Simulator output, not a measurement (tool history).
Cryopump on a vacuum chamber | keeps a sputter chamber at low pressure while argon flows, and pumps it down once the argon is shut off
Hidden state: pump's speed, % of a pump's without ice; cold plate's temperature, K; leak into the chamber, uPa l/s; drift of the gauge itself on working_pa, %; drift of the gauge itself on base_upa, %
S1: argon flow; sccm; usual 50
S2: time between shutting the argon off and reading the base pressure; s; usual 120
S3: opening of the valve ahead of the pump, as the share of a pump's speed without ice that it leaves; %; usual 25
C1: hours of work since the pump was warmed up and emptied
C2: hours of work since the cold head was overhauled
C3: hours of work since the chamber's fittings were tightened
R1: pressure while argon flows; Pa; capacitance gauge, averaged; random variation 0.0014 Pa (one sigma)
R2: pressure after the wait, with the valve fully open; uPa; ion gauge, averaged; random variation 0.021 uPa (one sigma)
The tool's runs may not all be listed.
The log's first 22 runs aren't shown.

| run | hour | S1 | S2 | S3 | C1 | C2 | C3 | R1 | R2 |
|---|---|---|---|---|---|---|---|---|---|
| 23 | 401.6 | 50 | 199 | 58 | 31 | 846 | 1309 | 0.1396 | 1.66 |
| 24 | 419.2 | 21 | 120 | 25 | 42 | 856 | 1319 | 0.1356 | 1.74 |
| 25 | 431.3 | 21 | 120 | 25 | 49 | 863 | 1326 | 0.1365 | 1.78 |
| 26 | 448.5 | 21 | 120 | 25 | 58 | 873 | 1336 | 0.1364 | 1.78 |
| 27 | 460.6 | 61 | 138 | 17 | 65 | 880 | 1343 | 0.5788 | 1.81 |
| 28 | 483.3 | 50 | 120 | 16 | 79 | 893 | 1356 | 0.5051 | 1.84 |
| 29 | 501.5 | 50 | 79 | 25 | 89 | 904 | 1366 | 0.3238 | 1.98 |
| 30 | 525.3 | 89 | 79 | 25 | 103 | 918 | 1380 | 0.5797 | 2 |
| 31 | 541 | 50 | 62 | 55 | 112 | 927 | 1389 | 0.151 | 2.07 |
| 32 | 552.4 | 50 | 62 | 55 | 118 | 933 | 1396 | 0.1501 | 2.19 |
| 33 | 566.5 | 45 | 47 | 26 | 127 | 941 | 1404 | 0.2813 | 2.28 |
| 34 | 584.9 | 50 | 35 | 26 | 137 | 952 | 1415 | 0.3143 | 2.52 |

3 ways to go on from here, each from the tool as it stands after run 34. What would each give?
| A | 602.8 | 25 | 120 | 25 | 148 | 962 | 1425 | ? | ? |
| B | 602.8 | 29 | 39 | 17 | 148 | 962 | 1425 | ? | ? |
| C | 602.8 | 26 | 98 | 31 | 148 | 962 | 1425 | ? | ? |

| run | R1 | R2 |
|---|---|---|
| A | 0.1637 | 1.89 |
| B | 0.2768 | 2.48 |
| C | 0.1386 | 1.98 |
Without the tool's hidden state the same runs would have given:
| run | R1 | R2 |
|---|---|---|
| A | 0.1606 | 0.48 |
| B | 0.2732 | 1.03 |
| C | 0.1354 | 0.56 |
